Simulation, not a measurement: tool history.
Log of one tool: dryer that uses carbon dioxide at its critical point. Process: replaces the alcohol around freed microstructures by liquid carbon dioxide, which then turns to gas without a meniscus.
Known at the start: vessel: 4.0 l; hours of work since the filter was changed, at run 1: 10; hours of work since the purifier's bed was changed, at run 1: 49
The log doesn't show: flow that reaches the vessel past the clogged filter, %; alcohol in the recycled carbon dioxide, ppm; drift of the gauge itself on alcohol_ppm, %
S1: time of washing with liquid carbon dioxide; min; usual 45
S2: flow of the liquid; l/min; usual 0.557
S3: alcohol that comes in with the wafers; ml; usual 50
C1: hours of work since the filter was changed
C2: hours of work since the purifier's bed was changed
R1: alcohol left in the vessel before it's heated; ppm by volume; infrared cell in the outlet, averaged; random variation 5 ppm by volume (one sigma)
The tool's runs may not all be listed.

| run | day | S1 | S2 | S3 | C1 | C2 | R1 |
|---|---|---|---|---|---|---|---|
| 1 | 0.000 | 45 | 0.557 | 50 | 10 | 49 | 52 |
| 2 | 1.796 | 45 | 0.557 | 50 | 26 | 66 | 51 |
| 3 | 3.025 | 57 | 0.557 | 50 | 37 | 77 | 34 |
| 4 | 5.104 | 31 | 0.557 | 50 | 56 | 95 | 265 |
| 5 | 6.142 | 45 | 0.557 | 62 | 65 | 105 | 77 |
| 6 | 7.158 | 45 | 0.557 | 62 | 74 | 114 | 80 |
| 7 | 8.912 | 72 | 0.557 | 62 | 90 | 130 | 48 |
| 8 | 10.958 | 72 | 0.557 | 62 | 109 | 148 | 50 |
| 9 | 13.054 | 36 | 0.557 | 62 | 127 | 167 | 198 |
| 10 | 14.208 | 36 | 0.719 | 62 | 138 | 177 | 97 |
| 11 | 15.979 | 45 | 0.557 | 96 | 154 | 193 | 137 |
| 12 | 17.217 | 45 | 0.557 | 96 | 165 | 205 | 144 |
| 13 | 19.396 | 45 | 0.557 | 96 | 185 | 224 | 146 |
| 14 | 20.433 | 45 | 0.557 | 96 | 194 | 233 | 155 |
| 15 | 21.658 | 45 | 0.557 | 96 | 205 | 244 | 156 |
| 16 | 23.842 | 45 | 0.557 | 50 | 225 | 264 | 118 |
| 17 | 25.567 | 45 | 0.557 | 50 | 240 | 280 | 122 |
| 18 | 26.829 | 45 | 0.557 | 50 | 251 | 291 | 127 |
| 19 | 27.896 | 45 | 0.557 | 22 | 261 | 301 | 106 |
| 20 | 29.092 | 45 | 0.557 | 22 | 272 | 311 | 109 |
| 21 | 30.821 | 45 | 0.557 | 22 | 287 | 327 | 114 |
|  | 31.162 | inlet filter changed |
| 22 | 32.546 | 45 | 0.557 | 22 | 12 | 342 | 111 |
| 23 | 34.092 | 45 | 0.943 | 52 | 26 | 356 | 93 |
| 24 | 36.317 | 45 | 0.763 | 52 | 46 | 376 | 109 |
| 25 | 38.321 | 45 | 0.763 | 52 | 64 | 394 | 110 |
| 26 | 39.633 | 69 | 0.557 | 20 | 76 | 406 | 109 |
| 27 | 40.700 | 63 | 0.522 | 48 | 86 | 416 | 120 |
| 28 | 42.421 | 58 | 0.944 | 48 | 101 | 431 | 112 |
| 29 | 44.617 | 60 | 0.844 | 50 | 121 | 451 | 121 |
| 30 | 45.646 | 60 | 0.844 | 50 | 130 | 460 | 114 |
| 31 | 46.925 | 60 | 0.844 | 50 | 142 | 472 | 125 |
| 32 | 48.829 | 45 | 0.718 | 106 | 159 | 489 | 153 |
| 33 | 50.300 | 45 | 0.557 | 35 | 172 | 502 | 161 |
| 34 | 51.796 | 45 | 0.557 | 35 | 186 | 515 | 165 |
| 35 | 53.179 | 45 | 0.557 | 35 | 198 | 528 | 172 |
| 36 | 54.238 | 45 | 0.557 | 114 | 208 | 537 | 237 |
| 37 | 56.192 | 45 | 0.492 | 114 | 225 | 555 | 349 |
| 38 | 57.629 | 45 | 0.492 | 114 | 238 | 568 | 346 |
| 39 | 59.054 | 30 | 0.557 | 108 | 251 | 581 | 798 |
| 40 | 61.067 | 30 | 0.557 | 108 | 269 | 599 | 809 |
| 41 | 63.333 | 61 | 0.913 | 30 | 290 | 619 | 167 |
|  | 63.579 | inlet filter changed |
| 42 | 64.417 | 45 | 0.557 | 21 | 8 | 629 | 171 |
| 43 | 65.896 | 45 | 0.557 | 21 | 21 | 642 | 185 |

Hidden state or all else? Some run-to-run changes of R1, split into what the settings, what came in and random variation would give without the hidden state, and what is left for the hidden state (with any gauge scatter that isn't in both results):
Run 3 -> 4: S1 57 -> 31. R1 +231 ppm by volume: hidden state +19, all else +212.
Run 8 -> 9: S1 72 -> 36. R1 +148 ppm by volume: hidden state +24, all else +124.
Run 38 -> 39: S1 45 -> 30, S2 0.492 -> 0.557, S3 114 -> 108. R1 +452 ppm by volume: hidden state +77, all else +375.
Run 40 -> 41: S1 30 -> 61, S2 0.557 -> 0.913, S3 108 -> 30. R1 -642 ppm by volume: hidden state -117, all else -525.

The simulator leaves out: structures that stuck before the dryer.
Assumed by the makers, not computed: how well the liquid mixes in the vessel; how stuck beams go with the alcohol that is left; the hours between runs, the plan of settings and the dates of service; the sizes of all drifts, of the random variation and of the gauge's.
